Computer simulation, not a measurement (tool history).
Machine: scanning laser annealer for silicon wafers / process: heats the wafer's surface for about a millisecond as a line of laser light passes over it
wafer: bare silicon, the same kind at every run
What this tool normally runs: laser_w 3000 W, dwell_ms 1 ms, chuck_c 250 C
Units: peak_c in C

run,hour,laser_w,dwell_ms,chuck_c,peak_c
1,0,3000,1,250,923
2,23.7,3000,1,250,921
3,49.8,3000,1,250,919
4,79.9,3000,1,213,879
# hour 115.5: window over the wafer cleaned
5,120.8,3000,1,213,904
6,143.7,3000,0.88,250,903
7,198.3,3000,0.88,250,902
8,252.6,3000,0.78,250,867
9,285.9,3000,0.78,250,865
10,341.1,3000,1,250,935
11,368,3000,1,250,932
12,408.9,3000,1,250,926
# hour 425.3: optics aligned, line set to its width
13,444.9,3000,1,250,940
14,499.8,2734,1,250,876
15,537.4,3000,1,239,923
16,567.6,3000,1,239,921
17,594,3000,1,239,919
18,636.7,3000,0.81,250,869
19,681.9,3000,0.81,250,869
20,709,3000,0.81,250,866
21,737.5,2779,1.23,275,961
22,793,3108,0.79,285,914
23,831.5,3108,0.79,285,910
24,858.7,3108,0.79,285,911
25,894.9,3108,0.79,285,910
26,923.3,3050,1,267,943
# hour 942.8: window over the wafer cleaned
27,956.7,3236,0.86,242,945
28,1003.8,3236,0.86,242,940
29,1038.8,3236,0.86,242,941
30,1090.3,3236,0.86,242,936
31,1113.7,3236,0.86,242,939
32,1155.4,3000,1,266,952
33,1186.7,3000,1,237,925
34,1240.9,2975,1.02,230,912
35,1282.7,2975,1.02,230,912
36,1315.9,3253,0.9,250,954
37,1351.2,3253,0.9,250,948
38,1406.9,3253,0.9,250,948
39,1452,3253,0.9,250,946
40,1494.5,3253,0.9,270,964

Hidden state or all else? Some run-to-run changes of peak_c, split into what the settings, what came in and random variation would give without the hidden state, and what is left for the hidden state (with any gauge scatter that isn't in both results):
What the log doesn't record here: light that passes the window, % of a clean one's; laser's true power over the reading, %; width of the line over the set one, %; drift of the gauge itself on peak_c, C.
Run 4 -> 5: window over the wafer cleaned. peak_c +25 C: hidden state +25, all else +0.
Run 9 -> 10: dwell_ms 0.78 -> 1. peak_c +70 C: hidden state -4, all else +74.
Run 12 -> 13: optics aligned, line set to its width. peak_c +14 C: hidden state +8, all else +6.
Run 13 -> 14: laser_w 3000 -> 2734. peak_c -64 C: hidden state -1, all else -63.
Run 20 -> 21: laser_w 3000 -> 2779, dwell_ms 0.81 -> 1.23, chuck_c 250 -> 275. peak_c +95 C: hidden state -5, all else +100.
Run 26 -> 27: laser_w 3050 -> 3236, dwell_ms 1 -> 0.86, chuck_c 267 -> 242, window over the wafer cleaned. peak_c +2 C: hidden state +32, all else -30.
